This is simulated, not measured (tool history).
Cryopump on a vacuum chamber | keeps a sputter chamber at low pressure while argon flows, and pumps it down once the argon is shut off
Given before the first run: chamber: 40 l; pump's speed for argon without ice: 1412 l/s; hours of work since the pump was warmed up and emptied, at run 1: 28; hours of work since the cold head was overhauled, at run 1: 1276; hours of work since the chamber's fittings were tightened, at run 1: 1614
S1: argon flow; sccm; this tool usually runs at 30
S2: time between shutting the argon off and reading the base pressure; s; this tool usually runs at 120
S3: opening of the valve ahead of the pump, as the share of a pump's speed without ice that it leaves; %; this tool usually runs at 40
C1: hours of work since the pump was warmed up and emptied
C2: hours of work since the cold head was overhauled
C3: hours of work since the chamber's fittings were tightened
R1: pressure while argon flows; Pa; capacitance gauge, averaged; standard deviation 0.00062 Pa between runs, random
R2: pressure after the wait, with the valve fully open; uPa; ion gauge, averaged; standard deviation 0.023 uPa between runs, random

run 1 hour=0 | S1=30 S2=120 S3=40 | C1=28 C2=1276 C3=1614 | R1=0.0901 R2=1.22
-- hour=18.8 leaking fittings of the chamber tightened, without venting
run 2 hour=35.7 | S1=30 S2=120 S3=40 | C1=58 C2=1306 C3=15 | R1=0.0902 R2=0.85
run 3 hour=82.4 | S1=30 S2=120 S3=40 | C1=99 C2=1347 C3=56 | R1=0.092 R2=0.87
run 4 hour=106.9 | S1=30 S2=21 S3=40 | C1=121 C2=1368 C3=78 | R1=0.0928 R2=3.46
run 5 hour=151.6 | S1=30 S2=21 S3=40 | C1=160 C2=1408 C3=117 | R1=0.0943 R2=3.4
run 6 hour=176.6 | S1=30 S2=21 S3=40 | C1=182 C2=1430 C3=139 | R1=0.0938 R2=3.35
run 7 hour=223.1 | S1=30 S2=21 S3=48 | C1=223 C2=1471 C3=180 | R1=0.0799 R2=3.44
run 8 hour=247.3 | S1=30 S2=21 S3=48 | C1=245 C2=1493 C3=202 | R1=0.0802 R2=3.42
run 9 hour=287.9 | S1=30 S2=21 S3=48 | C1=281 C2=1528 C3=238 | R1=0.0812 R2=3.63
run 10 hour=322.4 | S1=30 S2=21 S3=48 | C1=311 C2=1559 C3=268 | R1=0.0826 R2=3.54
run 11 hour=347.5 | S1=30 S2=120 S3=40 | C1=333 C2=1581 C3=290 | R1=0.0983 R2=0.98
run 12 hour=391.2 | S1=26 S2=120 S3=40 | C1=372 C2=1620 C3=329 | R1=0.0843 R2=1
run 13 hour=436.9 | S1=26 S2=120 S3=40 | C1=412 C2=1660 C3=369 | R1=0.0866 R2=1.07
run 14 hour=480.5 | S1=26 S2=120 S3=40 | C1=451 C2=1699 C3=408 | R1=0.0862 R2=1.04
run 15 hour=501.6 | S1=26 S2=120 S3=40 | C1=470 C2=1717 C3=427 | R1=0.0878 R2=1.04
run 16 hour=548.5 | S1=25 S2=120 S3=40 | C1=511 C2=1759 C3=468 | R1=0.0861 R2=1.1
run 17 hour=591.5 | S1=30 S2=120 S3=40 | C1=549 C2=1797 C3=506 | R1=0.1035 R2=1.07
-- hour=632.1 pump warmed up, emptied and cooled again
run 18 hour=636.5 | S1=30 S2=120 S3=40 | C1=4 C2=1832 C3=541 | R1=0.0902 R2=1
run 19 hour=676.8 | S1=30 S2=120 S3=40 | C1=39 C2=1868 C3=577 | R1=0.0924 R2=0.97
run 20 hour=718.2 | S1=39 S2=296 S3=40 | C1=76 C2=1904 C3=614 | R1=0.1175 R2=0.71
run 21 hour=752.4 | S1=39 S2=33 S3=40 | C1=106 C2=1934 C3=644 | R1=0.1198 R2=2.4
run 22 hour=779.2 | S1=39 S2=33 S3=26 | C1=130 C2=1958 C3=667 | R1=0.1843 R2=2.41
run 23 hour=800.6 | S1=52 S2=79 S3=40 | C1=149 C2=1977 C3=686 | R1=0.1618 R2=1.3
run 24 hour=836.2 | S1=30 S2=38 S3=28 | C1=180 C2=2008 C3=718 | R1=0.1325 R2=2.21
run 25 hour=873.5 | S1=16 S2=83 S3=39 | C1=213 C2=2041 C3=751 | R1=0.0521 R2=1.34
run 26 hour=909.3 | S1=30 S2=120 S3=18 | C1=245 C2=2073 C3=782 | R1=0.2055 R2=1.13
run 27 hour=954.8 | S1=30 S2=120 S3=16 | C1=285 C2=2113 C3=823 | R1=0.2323 R2=1.11
run 28 hour=982.5 | S1=37 S2=91 S3=17 | C1=310 C2=2138 C3=847 | R1=0.2707 R2=1.34
run 29 hour=1023.7 | S1=37 S2=252 S3=16 | C1=346 C2=2174 C3=883 | R1=0.2898 R2=0.88
run 30 hour=1068.5 | S1=29 S2=94 S3=38 | C1=386 C2=2214 C3=923 | R1=0.1003 R2=1.33
run 31 hour=1117 | S1=31 S2=121 S3=38 | C1=428 C2=2257 C3=966 | R1=0.107 R2=1.21
run 32 hour=1139.2 | S1=40 S2=120 S3=17 | C1=448 C2=2276 C3=986 | R1=0.2952 R2=1.24
run 33 hour=1159.4 | S1=40 S2=120 S3=17 | C1=466 C2=2294 C3=1003 | R1=0.2973 R2=1.18
run 34 hour=1192.9 | S1=40 S2=120 S3=17 | C1=495 C2=2324 C3=1033 | R1=0.2993 R2=1.29
run 35 hour=1221.4 | S1=15 S2=100 S3=20 | C1=521 C2=2349 C3=1058 | R1=0.0971 R2=1.47

Some steps in R1 between neighbouring runs. How much of each would the tool show without its hidden state too (settings, what came in, random variation), and how much is left for the hidden state, with any gauge scatter that isn't in both results?
Hidden conditions of the tool in this case: pump's speed, % of a pump's without ice; cold plate's temperature, K; leak into the chamber, uPa l/s; drift of the gauge itself on working_pa, %; drift of the gauge itself on base_upa, %.
Run 17 -> 18: pump warmed up, emptied and cooled again. R1 -0.0133 Pa: hidden state -0.0132, all else -0.0001.
Run 29 -> 30: S1 37 -> 29, S2 252 -> 94, S3 16 -> 38. R1 -0.1895 Pa: hidden state -0.0014, all else -0.1881.
Run 31 -> 32: S1 31 -> 40, S2 121 -> 120, S3 38 -> 17. R1 +0.1882 Pa: hidden state +0.0039, all else +0.1843.
Run 34 -> 35: S1 40 -> 15, S2 120 -> 100, S3 17 -> 20. R1 -0.2022 Pa: hidden state -0.0104, all else -0.1918.
